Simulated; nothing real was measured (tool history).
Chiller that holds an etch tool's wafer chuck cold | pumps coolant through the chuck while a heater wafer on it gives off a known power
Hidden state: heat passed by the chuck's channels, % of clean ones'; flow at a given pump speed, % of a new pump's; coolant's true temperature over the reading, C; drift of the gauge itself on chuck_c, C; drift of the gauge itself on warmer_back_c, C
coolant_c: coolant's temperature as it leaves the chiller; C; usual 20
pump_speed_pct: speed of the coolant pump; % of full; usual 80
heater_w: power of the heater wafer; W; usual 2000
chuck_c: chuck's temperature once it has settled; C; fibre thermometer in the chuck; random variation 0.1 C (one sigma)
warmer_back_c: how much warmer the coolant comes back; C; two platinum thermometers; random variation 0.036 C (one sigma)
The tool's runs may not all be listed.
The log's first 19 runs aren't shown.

| run | hour | coolant_c | pump_speed_pct | heater_w | hours since the coolant was changed and the channels were flushed | hours since the pump was overhauled | hours since the chiller's thermometer was calibrated | chuck_c | warmer_back_c |
|---|---|---|---|---|---|---|---|---|---|
| 20 | 1316.5 | 20 | 80 | 2062 | 1666 | 1510 | 2403 | 33.7 | 6.58 |
| 21 | 1383.9 | 23 | 93 | 1582 | 1734 | 1577 | 2471 | 32.4 | 4.36 |
| 22 | 1483.9 | 23 | 93 | 1409 | 1834 | 1677 | 2571 | 31.4 | 3.91 |
| 23 | 1539.6 | 23 | 93 | 1409 | 1889 | 1733 | 2626 | 31.5 | 3.94 |
| 24 | 1639.9 | 23 | 93 | 1409 | 1990 | 1833 | 2727 | 31.3 | 3.86 |
| 25 | 1706.6 | 17 | 81 | 1301 | 2056 | 1900 | 2793 | 25.8 | 4.19 |
| 26 | 1768.0 | 17 | 81 | 1301 | 2118 | 1961 | 2855 | 25.7 | 4.13 |
| 27 | 1844.4 | 20 | 82 | 2000 | 2194 | 2038 | 2931 | 33.4 | 6.28 |
|  | 1919.9 | chiller's thermometer calibrated |
| 28 | 1939.4 | 23 | 80 | 2531 | 2288 | 2131 | 19 | 40.1 | 8.08 |
| 29 | 1993.0 | 19 | 73 | 2000 | 2342 | 2185 | 73 | 33.3 | 7.07 |
| 30 | 2093.3 | 15 | 66 | 1998 | 2442 | 2285 | 173 | 30.4 | 7.72 |
| 31 | 2182.2 | 15 | 66 | 1998 | 2531 | 2374 | 262 | 30.5 | 7.76 |
| 32 | 2276.5 | 14 | 60 | 1044 | 2625 | 2469 | 357 | 22.6 | 4.42 |

Forecast each of these 4 alternatives for the next run:
| A | 2362.3 | 26 | 67 | 1042 | 2711 | 2554 | 442 | ? | ? |
| B | 2362.3 | 17 | 60 | 1044 | 2711 | 2554 | 442 | ? | ? |
| C | 2362.3 | 14 | 91 | 1090 | 2711 | 2554 | 442 | ? | ? |
| D | 2362.3 | 14 | 60 | 1747 | 2711 | 2554 | 442 | ? | ? |

| run | chuck_c | warmer_back_c |
|---|---|---|
| A | 34.2 | 4.01 |
| B | 25.8 | 4.38 |
| C | 20.7 | 3.12 |
| D | 28.3 | 7.39 |
Without the tool's hidden state the same runs would have given:
| run | chuck_c | warmer_back_c |
|---|---|---|
| A | 34.2 | 4.01 |
| B | 25.8 | 4.38 |
| C | 20.7 | 3.12 |
| D | 28.3 | 7.39 |

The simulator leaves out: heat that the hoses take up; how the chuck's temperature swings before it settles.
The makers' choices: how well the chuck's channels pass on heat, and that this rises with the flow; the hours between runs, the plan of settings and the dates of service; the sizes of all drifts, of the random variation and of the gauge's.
